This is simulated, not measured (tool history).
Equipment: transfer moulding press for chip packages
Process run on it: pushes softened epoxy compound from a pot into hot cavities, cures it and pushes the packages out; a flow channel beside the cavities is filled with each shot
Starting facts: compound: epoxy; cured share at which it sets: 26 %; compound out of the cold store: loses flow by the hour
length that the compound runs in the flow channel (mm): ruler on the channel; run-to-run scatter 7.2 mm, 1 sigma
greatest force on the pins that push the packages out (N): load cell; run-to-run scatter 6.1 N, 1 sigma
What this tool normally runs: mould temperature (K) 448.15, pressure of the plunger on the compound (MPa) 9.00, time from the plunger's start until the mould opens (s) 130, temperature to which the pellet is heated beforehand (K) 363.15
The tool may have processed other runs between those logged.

| run | hour | mould temperature (K) | pressure of the plunger on the compound (MPa) | time from the plunger's start until the mould opens (s) | temperature to which the pellet is heated beforehand (K) | incoming compound's hours out of the cold store | length that the compound runs in the flow channel (mm) | greatest force on the pins that push the packages out (N) |
|---|---|---|---|---|---|---|---|---|
| 1 | 0.0 | 448.15 | 9.00 | 130 | 363.15 | 24.1 | 858 | 341 |
|  | 28.0 | cavities cleaned with cleaning compound and waxed |
| 2 | 30.3 | 448.15 | 9.00 | 130 | 363.15 | 43.6 | 773 | 248 |
| 3 | 51.0 | 448.15 | 7.69 | 130 | 363.15 | 44.8 | 693 | 285 |
| 4 | 75.7 | 448.15 | 9.00 | 151 | 363.15 | 9.6 | 918 | 304 |
| 5 | 104.6 | 448.15 | 9.00 | 151 | 363.15 | 22.0 | 850 | 347 |
|  | 114.5 | cavities cleaned with cleaning compound and waxed |
|  | 120.7 | mould's thermocouples calibrated |
| 6 | 136.2 | 448.15 | 9.00 | 151 | 363.15 | 10.8 | 916 | 261 |
| 7 | 160.0 | 448.15 | 9.00 | 151 | 363.15 | 27.7 | 816 | 309 |
| 8 | 192.5 | 448.15 | 9.00 | 151 | 363.15 | 11.2 | 902 | 361 |
|  | 203.5 | cavities cleaned with cleaning compound and waxed |
| 9 | 230.2 | 448.15 | 9.00 | 130 | 361.15 | 12.6 | 895 | 292 |
| 10 | 251.6 | 448.15 | 9.00 | 130 | 361.15 | 28.7 | 805 | 336 |
| 11 | 278.8 | 448.15 | 9.00 | 130 | 361.15 | 9.2 | 906 | 357 |
|  | 289.1 | cavities cleaned with cleaning compound and waxed |
| 12 | 316.9 | 448.15 | 9.00 | 130 | 367.15 | 28.6 | 792 | 294 |
| 13 | 362.7 | 448.15 | 10.29 | 130 | 363.15 | 40.4 | 801 | 349 |
|  | 374.8 | cavities cleaned with cleaning compound and waxed |
| 14 | 397.7 | 448.15 | 10.29 | 130 | 363.15 | 32.9 | 825 | 289 |
| 15 | 427.4 | 449.15 | 9.00 | 126 | 363.15 | 22.9 | 804 | 327 |
|  | 460.1 | cavities cleaned with cleaning compound and waxed |
| 16 | 468.2 | 453.15 | 10.08 | 166 | 367.15 | 30.3 | 794 | 237 |
| 17 | 489.0 | 453.15 | 10.08 | 166 | 353.15 | 33.2 | 774 | 264 |
| 18 | 534.4 | 456.15 | 9.46 | 124 | 359.15 | 37.5 | 730 | 345 |
|  | 545.5 | cavities cleaned with cleaning compound and waxed |
| 19 | 557.6 | 443.15 | 9.32 | 117 | 359.15 | 37.9 | 749 | 357 |
| 20 | 597.1 | 448.15 | 9.00 | 130 | 362.15 | 11.6 | 839 | 323 |
| 21 | 625.9 | 443.15 | 7.10 | 120 | 354.15 | 42.5 | 639 | 474 |
|  | 631.5 | cavities cleaned with cleaning compound and waxed |
| 22 | 648.2 | 443.15 | 7.10 | 132 | 360.15 | 15.1 | 740 | 312 |
|  | 686.3 | plunger's sealing rings changed |
| 23 | 694.9 | 443.15 | 7.10 | 132 | 360.15 | 8.2 | 863 | 409 |
| 24 | 716.6 | 443.15 | 7.10 | 132 | 360.15 | 12.9 | 841 | 428 |
|  | 721.7 | cavities cleaned with cleaning compound and waxed |
| 25 | 744.3 | 443.15 | 7.10 | 132 | 360.15 | 44.9 | 709 | 318 |
| 26 | 774.8 | 443.15 | 7.10 | 132 | 360.15 | 18.5 | 805 | 388 |
| 27 | 793.9 | 443.15 | 7.10 | 132 | 360.15 | 32.1 | 756 | 403 |
|  | 807.9 | cavities cleaned with cleaning compound and waxed |
| 28 | 836.4 | 443.15 | 7.10 | 132 | 360.15 | 47.8 | 684 | 330 |

3 options for the next run, each taken on its own from the tool as it stands now. Forecast them:
| A | 877.5 | 453.15 | 9.00 | 114 | 363.15 | 11.9 | ? | ? |
| B | 877.5 | 445.15 | 9.00 | 156 | 362.15 | 13.4 | ? | ? |
| C | 877.5 | 450.15 | 10.32 | 130 | 365.15 | 33.5 | ? | ? |

| run | length that the compound runs in the flow channel (mm) | greatest force on the pins that push the packages out (N) |
|---|---|---|
| A | 888 | 342 |
| B | 907 | 345 |
| C | 846 | 341 |
With no hidden state in the tool, these same runs would have given:
| run | length that the compound runs in the flow channel (mm) | greatest force on the pins that push the packages out (N) |
|---|---|---|
| A | 917 | 226 |
| B | 937 | 230 |
| C | 873 | 227 |
